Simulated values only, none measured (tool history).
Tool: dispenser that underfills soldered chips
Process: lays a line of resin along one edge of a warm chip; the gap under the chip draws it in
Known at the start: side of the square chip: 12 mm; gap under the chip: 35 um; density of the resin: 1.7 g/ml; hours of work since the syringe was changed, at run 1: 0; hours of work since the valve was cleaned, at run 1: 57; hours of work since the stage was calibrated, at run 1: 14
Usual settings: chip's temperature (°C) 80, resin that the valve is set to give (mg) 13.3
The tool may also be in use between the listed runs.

| run | hour | chip's temperature (°C) | resin that the valve is set to give (mg) | hours of work since the syringe was changed | hours of work since the valve was cleaned | hours of work since the stage was calibrated | time until the resin shows at the far edge (s) | resin that the valve gave (mg) |
|---|---|---|---|---|---|---|---|---|
| 1 | 0.0 | 80 | 13.3 | 0 | 57 | 14 | 100.6 | 12.58 |
| 2 | 4.8 | 80 | 13.3 | 3 | 60 | 17 | 127.9 | 12.57 |
|  | 13.8 | new syringe of resin |
| 3 | 13.9 | 80 | 13.3 | 0 | 65 | 22 | 99.2 | 12.54 |
| 4 | 21.0 | 80 | 14.6 | 4 | 69 | 26 | 138.6 | 13.82 |
|  | 27.5 | new syringe of resin |
| 5 | 30.1 | 80 | 13.3 | 2 | 75 | 31 | 112.3 | 12.49 |
| 6 | 36.4 | 91 | 13.3 | 5 | 78 | 35 | 99.7 | 12.30 |
|  | 41.4 | new syringe of resin |
| 7 | 43.7 | 93 | 13.3 | 1 | 83 | 39 | 67.9 | 12.37 |
| 8 | 48.6 | 93 | 13.3 | 4 | 86 | 42 | 84.3 | 12.27 |
|  | 55.2 | new syringe of resin |
| 9 | 55.3 | 93 | 13.3 | 0 | 89 | 46 | 61.9 | 12.35 |
| 10 | 59.1 | 93 | 13.3 | 2 | 92 | 48 | 73.8 | 12.32 |
| 11 | 63.8 | 93 | 13.3 | 5 | 94 | 51 | 91.9 | 12.24 |
|  | 68.9 | new syringe of resin |
| 12 | 69.8 | 80 | 13.3 | 1 | 98 | 55 | 102.5 | 12.21 |
|  | 79.1 | dispensing valve cleaned and set on the balance |
| 13 | 79.1 | 80 | 13.3 | 5 | 0 | 60 | 147.3 | 13.17 |
|  | 84.0 | new syringe of resin |
| 14 | 86.0 | 84 | 13.3 | 1 | 4 | 64 | 91.7 | 13.38 |
| 15 | 94.1 | 80 | 12.1 | 6 | 9 | 69 | 159.2 | 12.02 |
|  | 98.2 | new syringe of resin |
| 16 | 99.8 | 80 | 12.1 | 1 | 12 | 72 | 104.7 | 11.99 |
| 17 | 106.5 | 80 | 12.1 | 5 | 16 | 76 | 143.3 | 11.84 |
|  | 111.9 | new syringe of resin |
| 18 | 114.9 | 80 | 12.1 | 2 | 21 | 81 | 113.5 | 11.99 |
| 19 | 118.5 | 80 | 12.1 | 4 | 23 | 83 | 137.0 | 11.81 |
| 20 | 123.1 | 83 | 14.4 | 7 | 26 | 86 | 147.0 | 14.19 |
|  | 125.8 | new syringe of resin |
| 21 | 128.5 | 93 | 12.3 | 2 | 29 | 89 | 67.8 | 11.79 |
| 22 | 133.1 | 69 | 12.3 | 4 | 32 | 91 | 217.0 | 11.96 |
|  | 139.7 | new syringe of resin |
| 23 | 140.3 | 68 | 12.9 | 0 | 36 | 96 | 166.0 | 12.54 |
| 24 | 146.4 | 88 | 12.5 | 4 | 40 | 99 | 102.0 | 12.03 |
|  | 153.9 | new syringe of resin |
| 25 | 154.1 | 70 | 12.5 | 0 | 44 | 104 | 149.1 | 12.07 |
| 26 | 158.9 | 70 | 12.5 | 3 | 47 | 107 | 190.2 | 11.92 |
|  | 168.0 | new syringe of resin |
| 27 | 168.0 | 70 | 12.5 | 0 | 52 | 112 | 148.3 | 12.10 |
| 28 | 175.0 | 92 | 11.7 | 4 | 56 | 116 | 90.5 | 11.05 |
| 29 | 178.7 | 92 | 11.7 | 6 | 59 | 118 | 108.5 | 11.09 |
|  | 181.9 | new syringe of resin |
| 30 | 184.4 | 67 | 11.6 | 2 | 62 | 121 | 193.0 | 10.96 |
| 31 | 189.2 | 67 | 11.6 | 4 | 65 | 124 | 242.2 | 10.97 |
|  | 196.1 | new syringe of resin |
| 32 | 197.7 | 82 | 16.7 | 1 | 70 | 129 | 96.7 | 15.77 |
| 33 | 204.5 | 83 | 13.3 | 5 | 74 | 133 | 130.5 | 12.61 |
|  | 209.8 | new syringe of resin |
| 34 | 210.5 | 70 | 12.4 | 0 | 77 | 137 | 158.9 | 11.47 |
| 35 | 216.2 | 90 | 12.0 | 4 | 81 | 140 | 93.6 | 11.07 |

Forecast each of these 4 alternatives for the next run:
| A | 220.4 | 80 | 12.7 | 6 | 83 | 143 | ? | ? |
| B | 220.4 | 72 | 14.7 | 6 | 83 | 143 | ? | ? |
| C | 220.4 | 93 | 12.6 | 6 | 83 | 143 | ? | ? |
| D | 220.4 | 72 | 11.9 | 6 | 83 | 143 | ? | ? |

| run | time until the resin shows at the far edge (s) | resin that the valve gave (mg) |
|---|---|---|
| A | 165.7 | 11.83 |
| B | 225.3 | 13.69 |
| C | 104.2 | 11.61 |
| D | 233.8 | 11.05 |
Without the tool's hidden state the same runs would have given:
| run | time until the resin shows at the far edge (s) | resin that the valve gave (mg) |
|---|---|---|
| A | 95.9 | 12.77 |
| B | 131.4 | 14.79 |
| C | 60.4 | 12.54 |
| D | 134.8 | 11.94 |

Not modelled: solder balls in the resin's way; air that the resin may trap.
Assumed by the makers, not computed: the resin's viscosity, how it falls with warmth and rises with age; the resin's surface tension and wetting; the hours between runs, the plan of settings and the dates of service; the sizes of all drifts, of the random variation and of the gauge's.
